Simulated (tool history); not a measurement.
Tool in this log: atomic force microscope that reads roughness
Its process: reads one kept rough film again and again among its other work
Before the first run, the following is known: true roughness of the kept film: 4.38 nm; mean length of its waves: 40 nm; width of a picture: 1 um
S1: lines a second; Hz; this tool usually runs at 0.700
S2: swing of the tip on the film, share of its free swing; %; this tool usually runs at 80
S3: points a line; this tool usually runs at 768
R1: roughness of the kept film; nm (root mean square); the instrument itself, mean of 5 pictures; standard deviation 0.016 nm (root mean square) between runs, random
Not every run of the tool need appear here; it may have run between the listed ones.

run,hour,S1,S2,S3,R1
1,0.0,0.700,80,768,3.878
2,13.4,0.700,80,768,3.876
# hour 26.5: new tip fitted
3,32.7,0.700,80,544,3.887
4,50.8,0.700,80,768,3.897
5,68.9,1.963,80,768,3.596
6,77.1,0.700,80,440,3.887
7,90.8,0.700,76,440,3.923
# hour 93.6: new tip fitted
8,108.2,0.700,85,440,3.847
9,120.9,0.700,85,440,3.840
10,133.1,0.700,85,440,3.817
11,151.8,0.700,85,440,3.814
# hour 160.5: new tip fitted
12,162.0,0.700,85,672,3.854
13,171.2,0.700,80,768,3.880
14,186.0,1.016,71,768,3.928
15,201.3,1.016,61,768,3.984
16,214.3,1.215,61,630,3.942
# hour 227.5: new tip fitted
17,227.5,1.215,87,409,3.675
18,237.8,3.215,71,789,3.584
19,254.3,0.700,80,910,3.914
20,271.0,0.695,61,910,3.986
21,279.7,0.695,61,910,4.009
22,288.8,1.329,83,258,3.666
# hour 294.7: new tip fitted
23,303.7,1.329,83,258,3.663
24,321.8,2.634,80,768,3.497
25,336.0,0.671,56,768,4.000
26,347.6,0.675,90,768,3.827

Predict each of these 5 candidate next runs independently; none follows another, all start after run 26:
# hour 362.2: new tip fitted
A,366.9,2.538,82,369,?
# hour 362.2: new tip fitted
B,366.9,0.675,90,435,?
# hour 362.2: new tip fitted
C,366.9,1.268,90,768,?
# hour 362.2: new tip fitted
D,366.9,2.283,64,262,?
# hour 362.2: new tip fitted
E,366.9,0.700,79,768,?

run,R1
A,3.459
B,3.784
C,3.610
D,3.789
E,3.883
Stripped of hidden state, with their random variation kept, the same runs would have yielded:
run,R1
A,3.459
B,3.784
C,3.610
D,3.789
E,3.883
